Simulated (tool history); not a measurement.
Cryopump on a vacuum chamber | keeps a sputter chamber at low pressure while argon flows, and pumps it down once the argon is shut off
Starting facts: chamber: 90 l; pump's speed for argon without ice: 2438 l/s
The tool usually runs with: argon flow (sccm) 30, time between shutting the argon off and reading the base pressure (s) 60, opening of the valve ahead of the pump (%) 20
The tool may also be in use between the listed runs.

run,hour,argon flow (sccm),time between shutting the argon off and reading the base pressure (s),opening of the valve ahead of the pump (%),pressure while argon flows (Pa),pressure after the wait (uPa)
1,0.0,30,60,20,0.1049,0.88
2,43.1,30,60,20,0.1062,0.84
3,74.9,30,22,20,0.1051,1.60
4,100.5,21,60,20,0.0724,0.89
5,131.7,30,60,25,0.0855,0.87
6,155.6,30,233,20,0.1048,0.54
7,190.9,21,233,20,0.0747,0.57
8,216.3,21,41,20,0.0742,1.09
9,242.7,30,60,20,0.1072,0.90
10,285.3,30,60,20,0.1075,0.94
11,305.1,30,60,20,0.1072,0.94
12,339.3,30,60,20,0.1068,0.94
13,373.1,30,60,20,0.1067,0.97
14,412.7,30,60,20,0.1073,1.02
15,445.2,30,260,20,0.1079,0.66
16,466.0,30,60,20,0.1091,0.99
17,495.8,30,52,20,0.1091,1.08
18,533.1,30,60,20,0.1092,1.03
19,557.9,30,26,41,0.0556,1.71
# hour 582.7: leaking fittings of the chamber tightened, without venting
20,590.2,30,26,41,0.0556,1.20
21,616.5,55,200,37,0.1138,0.34
22,645.9,30,60,27,0.0825,0.61
23,677.3,22,33,32,0.0526,1.04
24,705.7,22,33,26,0.0635,1.04
25,746.7,22,33,16,0.0996,1.02
26,774.1,22,211,16,0.0993,0.38
27,797.9,21,60,42,0.0396,0.74
28,840.9,54,227,47,0.0949,0.40
29,874.8,54,227,47,0.0949,0.42
30,911.2,17,262,16,0.0789,0.40
31,942.3,17,37,16,0.0797,1.07
32,960.5,30,49,40,0.0624,0.85
33,997.8,30,59,40,0.0627,0.81
34,1033.7,28,60,21,0.1020,0.80
# hour 1077.5: pump warmed up, emptied and cooled again
35,1078.4,28,60,21,0.0920,0.63

What if the next run were any one of these 3? Each begins from the tool's condition after run 35:
A,1107.6,30,209,20,?,?
B,1107.6,28,285,34,?,?
C,1107.6,36,60,21,?,?

run,pressure while argon flows (Pa),pressure after the wait (uPa)
A,0.1036,0.40
B,0.0570,0.33
C,0.1197,0.67
What these runs would have given with no unlogged condition in the tool:
run,pressure while argon flows (Pa),pressure after the wait (uPa)
A,0.1031,0.26
B,0.0565,0.20
C,0.1190,0.54
